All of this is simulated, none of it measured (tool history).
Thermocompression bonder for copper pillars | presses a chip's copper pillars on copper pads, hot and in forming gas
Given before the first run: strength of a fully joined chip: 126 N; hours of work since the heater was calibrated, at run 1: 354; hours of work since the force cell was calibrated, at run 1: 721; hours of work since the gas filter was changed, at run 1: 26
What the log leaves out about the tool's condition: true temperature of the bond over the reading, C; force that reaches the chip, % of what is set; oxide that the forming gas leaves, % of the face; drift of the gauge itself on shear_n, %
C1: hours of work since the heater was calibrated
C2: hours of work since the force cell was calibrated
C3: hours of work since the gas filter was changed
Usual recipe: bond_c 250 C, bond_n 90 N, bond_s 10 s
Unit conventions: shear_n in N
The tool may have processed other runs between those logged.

Run 1, hour 0: usual settings; C1 354; C2 721; C3 26. Result: shear_n 47.2 N.
Run 2, hour 65.5: usual settings; C1 404; C2 771; C3 76. Result: shear_n 46.4 N.
Run 3, hour 94.7: usual settings; C1 426; C2 793; C3 99. Result: shear_n 45.3 N.
Run 4, hour 163.2: usual settings; C1 479; C2 846; C3 151. Result: shear_n 42.3 N.
Run 5, hour 219.8: usual settings; C1 522; C2 889; C3 195. Result: shear_n 42.2 N.
Run 6, hour 249.6: usual settings but bond_n 57 N; C1 545; C2 912; C3 217. Result: shear_n 32.1 N.
At hour 259.1: forming gas filter changed.
Run 7, hour 296.3: usual settings but bond_n 57 N; C1 580; C2 947; C3 28. Result: shear_n 36.2 N.
Run 8, hour 353.3: usual settings but bond_s 12 s; C1 624; C2 991; C3 72. Result: shear_n 47.6 N.
Run 9, hour 387.5: usual settings but bond_s 22 s; C1 650; C2 1017; C3 98. Result: shear_n 57.9 N.
Run 10, hour 454.7: usual settings but bond_s 22 s; C1 702; C2 1069; C3 150. Result: shear_n 56.1 N.
Run 11, hour 509: usual settings; C1 743; C2 1110; C3 191. Result: shear_n 40.3 N.
Run 12, hour 539.2: usual settings; C1 767; C2 1133; C3 215. Result: shear_n 39 N.
At hour 553.5: forming gas filter changed.
Run 13, hour 568.4: usual settings; C1 789; C2 1155; C3 11. Result: shear_n 44.3 N.
Run 14, hour 639.4: usual settings; C1 843; C2 1210; C3 66. Result: shear_n 43.4 N.
Run 15, hour 672.7: usual settings; C1 868; C2 1235; C3 91. Result: shear_n 42.1 N.
At hour 705.8: force cell calibrated.
Run 16, hour 711.6: usual settings but bond_s 11 s; C1 897; C2 4; C3 120. Result: shear_n 43.6 N.
Run 17, hour 753.3: usual settings but bond_n 60 N, bond_s 11 s; C1 929; C2 36; C3 152. Result: shear_n 34.7 N.
At hour 786: heater calibrated with a thermocouple chip.
Run 18, hour 806.4: usual settings but bond_n 60 N, bond_s 11 s; C1 16; C2 76; C3 191. Result: shear_n 40 N.
At hour 849.5: forming gas filter changed.
Run 19, hour 858.8: usual settings but bond_n 60 N, bond_s 11 s; C1 55; C2 115; C3 7. Result: shear_n 44 N.
At hour 911.3: force cell calibrated, once more.
Run 20, hour 925.9: usual settings; C1 106; C2 11; C3 57. Result: shear_n 45.5 N.
Run 21, hour 969.1: usual settings but bond_n 61 N, bond_s 27 s; C1 139; C2 44; C3 90. Result: shear_n 54.4 N.
Run 22, hour 1022.1: usual settings but bond_n 64 N; C1 179; C2 85; C3 131. Result: shear_n 36.9 N.
Run 23, hour 1081.9: usual settings but bond_c 269 C, bond_n 77 N, bond_s 23 s; C1 225; C2 131; C3 177. Result: shear_n 71.8 N.
Run 24, hour 1140.9: usual settings but bond_c 279 C, bond_n 64 N; C1 270; C2 176; C3 222. Result: shear_n 57.1 N.
At hour 1145.4: forming gas filter changed.
Run 25, hour 1192.1: usual settings but bond_c 251 C, bond_n 59 N; C1 309; C2 215; C3 36. Result: shear_n 37.4 N.
Run 26, hour 1221.5: usual settings but bond_c 251 C, bond_n 70 N, bond_s 28 s; C1 332; C2 237; C3 58. Result: shear_n 58.2 N.
Run 27, hour 1272.2: usual settings but bond_c 251 C, bond_n 70 N, bond_s 28 s; C1 371; C2 276; C3 97. Result: shear_n 58.5 N.
Run 28, hour 1310.5: usual settings but bond_c 272 C, bond_n 70 N, bond_s 28 s; C1 400; C2 305; C3 126. Result: shear_n 78.2 N.
Run 29, hour 1346.1: usual settings but bond_c 272 C, bond_n 70 N, bond_s 28 s; C1 427; C2 333; C3 154. Result: shear_n 75.9 N.
Run 30, hour 1412.7: usual settings but bond_c 272 C, bond_n 70 N, bond_s 28 s; C1 478; C2 384; C3 205. Result: shear_n 73.5 N.
At hour 1440: forming gas filter changed.
Run 31, hour 1473.1: usual settings but bond_n 129 N, bond_s 13 s; C1 524; C2 430; C3 25. Result: shear_n 60.1 N.
Run 32, hour 1513.7: usual settings but bond_n 68 N, bond_s 15 s; C1 555; C2 461; C3 56. Result: shear_n 44.2 N.
Run 33, hour 1572: usual settings but bond_c 235 C, bond_n 65 N, bond_s 21 s; C1 600; C2 505; C3 101. Result: shear_n 36.3 N.
Run 34, hour 1614: usual settings but bond_c 255 C, bond_n 133 N, bond_s 19 s; C1 632; C2 538; C3 133. Result: shear_n 69.3 N.
Run 35, hour 1644.4: usual settings but bond_c 255 C, bond_n 61 N, bond_s 14 s; C1 655; C2 561; C3 157. Result: shear_n 42.8 N.
Run 36, hour 1698: usual settings but bond_c 255 C, bond_n 61 N, bond_s 14 s; C1 696; C2 602; C3 198. Result: shear_n 39.8 N.
At hour 1737.1: forming gas filter changed.
Run 37, hour 1738.7: usual settings but bond_n 68 N, bond_s 12 s; C1 727; C2 633; C3 1. Result: shear_n 40.8 N.
Run 38, hour 1770.3: usual settings but bond_c 236 C, bond_s 6 s; C1 751; C2 657; C3 25. Result: shear_n 25.1 N.
Run 39, hour 1823.1: usual settings but bond_c 236 C, bond_s 6 s; C1 792; C2 697; C3 66. Result: shear_n 26 N.
Run 40, hour 1866.5: usual settings but bond_n 70 N, bond_s 25 s; C1 825; C2 731; C3 99. Result: shear_n 52.6 N.

For each run, the measured value with the value that run would have given without the tool's hidden condition subtracted. The run-to-run variation is shared by both, the gauge scatter possibly not:
run  shear_n
  1       -2
  2     -3.5
  3     -4.2
  4     -5.5
  5     -6.9
  6     -5.9
  7     -2.9
  8       -5
  9     -6.9
 10     -8.9
 11     -8.3
 12     -8.9
 13     -4.5
 14     -6.2
 15     -6.8
 16     -7.2
 17     -6.9
 18     -1.7
 19     +2.1
 20     -2.4
 21       -4
 22     -3.8
 23     -8.8
 24     -9.1
 25     -2.7
 26     -4.6
 27     -6.1
 28     -8.5
 29     -9.8
 30    -11.9
 31     -5.2
 32     -5.3
 33     -5.9
 34    -10.1
 35       -8
 36     -8.9
 37       -5
 38     -4.2
 39     -4.9
 40     -9.6
